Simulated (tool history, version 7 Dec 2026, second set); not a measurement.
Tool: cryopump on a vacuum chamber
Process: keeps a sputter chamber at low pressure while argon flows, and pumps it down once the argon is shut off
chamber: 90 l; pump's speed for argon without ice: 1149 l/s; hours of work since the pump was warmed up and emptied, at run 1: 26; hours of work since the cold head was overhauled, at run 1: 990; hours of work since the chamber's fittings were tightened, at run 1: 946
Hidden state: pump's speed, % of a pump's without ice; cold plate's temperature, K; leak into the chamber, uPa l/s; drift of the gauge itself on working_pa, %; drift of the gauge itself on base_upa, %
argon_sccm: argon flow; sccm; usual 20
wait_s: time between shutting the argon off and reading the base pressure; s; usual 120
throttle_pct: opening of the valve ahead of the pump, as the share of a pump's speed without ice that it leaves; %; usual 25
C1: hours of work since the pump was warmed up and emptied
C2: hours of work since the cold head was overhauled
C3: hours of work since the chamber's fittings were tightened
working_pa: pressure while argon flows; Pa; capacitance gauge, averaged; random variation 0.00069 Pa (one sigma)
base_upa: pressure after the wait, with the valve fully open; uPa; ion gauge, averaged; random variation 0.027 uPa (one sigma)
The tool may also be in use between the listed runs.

{"run": 1, "hour": 0.0, "argon_sccm": 20, "wait_s": 120, "throttle_pct": 25, "C1": 26, "C2": 990, "C3": 946, "working_pa": 0.1194, "base_upa": 1.57}
{"run": 2, "hour": 129.5, "argon_sccm": 20, "wait_s": 120, "throttle_pct": 25, "C1": 111, "C2": 1074, "C3": 1030, "working_pa": 0.119, "base_upa": 1.59}
{"run": 3, "hour": 190.0, "argon_sccm": 20, "wait_s": 120, "throttle_pct": 25, "C1": 150, "C2": 1114, "C3": 1070, "working_pa": 0.12, "base_upa": 1.65}
{"run": 4, "hour": 263.4, "argon_sccm": 20, "wait_s": 28, "throttle_pct": 25, "C1": 198, "C2": 1162, "C3": 1118, "working_pa": 0.1205, "base_upa": 4.8}
{"run": 5, "hour": 351.6, "argon_sccm": 20, "wait_s": 28, "throttle_pct": 25, "C1": 255, "C2": 1219, "C3": 1175, "working_pa": 0.1211, "base_upa": 4.79}
{"run": 6, "hour": 480.3, "argon_sccm": 14, "wait_s": 120, "throttle_pct": 25, "C1": 339, "C2": 1303, "C3": 1259, "working_pa": 0.0856, "base_upa": 1.73}
{"run": 7, "hour": 546.2, "argon_sccm": 14, "wait_s": 120, "throttle_pct": 25, "C1": 382, "C2": 1346, "C3": 1302, "working_pa": 0.0856, "base_upa": 1.72}
{"run": 8, "hour": 643.7, "argon_sccm": 20, "wait_s": 51, "throttle_pct": 25, "C1": 446, "C2": 1410, "C3": 1366, "working_pa": 0.1223, "base_upa": 3.07}
{"run": 9, "hour": 737.2, "argon_sccm": 20, "wait_s": 51, "throttle_pct": 25, "C1": 507, "C2": 1471, "C3": 1426, "working_pa": 0.1241, "base_upa": 3.15}
{"run": 10, "hour": 846.1, "argon_sccm": 20, "wait_s": 51, "throttle_pct": 25, "C1": 578, "C2": 1542, "C3": 1498, "working_pa": 0.1242, "base_upa": 3.23}
{"run": 11, "hour": 968.1, "argon_sccm": 20, "wait_s": 51, "throttle_pct": 25, "C1": 658, "C2": 1621, "C3": 1577, "working_pa": 0.1239, "base_upa": 3.17}
{"run": 12, "hour": 1082.6, "argon_sccm": 12, "wait_s": 120, "throttle_pct": 25, "C1": 732, "C2": 1696, "C3": 1652, "working_pa": 0.0754, "base_upa": 2.02}
{"run": 13, "hour": 1174.8, "argon_sccm": 14, "wait_s": 58, "throttle_pct": 37, "C1": 792, "C2": 1756, "C3": 1712, "working_pa": 0.0622, "base_upa": 3.13}
{"hour": 1259.9, "done": "pump warmed up, emptied and cooled again"}
{"run": 14, "hour": 1278.7, "argon_sccm": 25, "wait_s": 89, "throttle_pct": 29, "C1": 12, "C2": 1821, "C3": 1776, "working_pa": 0.1286, "base_upa": 2.23}
{"run": 15, "hour": 1349.4, "argon_sccm": 30, "wait_s": 141, "throttle_pct": 40, "C1": 58, "C2": 1867, "C3": 1823, "working_pa": 0.1127, "base_upa": 1.8}
{"run": 16, "hour": 1450.0, "argon_sccm": 30, "wait_s": 141, "throttle_pct": 52, "C1": 124, "C2": 1932, "C3": 1888, "working_pa": 0.0896, "base_upa": 1.88}
{"run": 17, "hour": 1558.3, "argon_sccm": 30, "wait_s": 141, "throttle_pct": 52, "C1": 195, "C2": 2003, "C3": 1959, "working_pa": 0.0894, "base_upa": 1.86}
{"run": 18, "hour": 1631.5, "argon_sccm": 30, "wait_s": 141, "throttle_pct": 52, "C1": 242, "C2": 2051, "C3": 2007, "working_pa": 0.0903, "base_upa": 1.86}
{"run": 19, "hour": 1737.5, "argon_sccm": 15, "wait_s": 82, "throttle_pct": 25, "C1": 311, "C2": 2120, "C3": 2076, "working_pa": 0.0912, "base_upa": 2.44}
{"run": 20, "hour": 1825.7, "argon_sccm": 15, "wait_s": 82, "throttle_pct": 25, "C1": 369, "C2": 2177, "C3": 2133, "working_pa": 0.0914, "base_upa": 2.56}
{"run": 21, "hour": 1943.3, "argon_sccm": 16, "wait_s": 33, "throttle_pct": 33, "C1": 446, "C2": 2254, "C3": 2210, "working_pa": 0.0757, "base_upa": 4.66}
{"run": 22, "hour": 2034.3, "argon_sccm": 20, "wait_s": 113, "throttle_pct": 25, "C1": 505, "C2": 2313, "C3": 2269, "working_pa": 0.1258, "base_upa": 2.32}
{"run": 23, "hour": 2142.1, "argon_sccm": 20, "wait_s": 113, "throttle_pct": 25, "C1": 575, "C2": 2384, "C3": 2340, "working_pa": 0.1241, "base_upa": 2.44}
{"run": 24, "hour": 2261.0, "argon_sccm": 18, "wait_s": 243, "throttle_pct": 38, "C1": 653, "C2": 2461, "C3": 2417, "working_pa": 0.0764, "base_upa": 1.92}

3 ways to go on from here, each from the tool as it stands after run 24. What would each give?
{"run": "A", "hour": 2353.4, "argon_sccm": 16, "wait_s": 73, "throttle_pct": 26, "C1": 713, "C2": 2522, "C3": 2477, "working_pa": "?", "base_upa": "?"}
{"run": "B", "hour": 2353.4, "argon_sccm": 9, "wait_s": 38, "throttle_pct": 55, "C1": 713, "C2": 2522, "C3": 2477, "working_pa": "?", "base_upa": "?"}
{"run": "C", "hour": 2353.4, "argon_sccm": 20, "wait_s": 201, "throttle_pct": 27, "C1": 713, "C2": 2522, "C3": 2477, "working_pa": "?", "base_upa": "?"}

run=A working_pa=0.0976 base_upa=3.02
run=B working_pa=0.0272 base_upa=4.44
run=C working_pa=0.1172 base_upa=2.14
Without the tool's hidden state the same runs would have given:
run=A working_pa=0.0908 base_upa=1.76
run=B working_pa=0.0233 base_upa=3.17
run=C working_pa=0.1086 base_upa=0.84
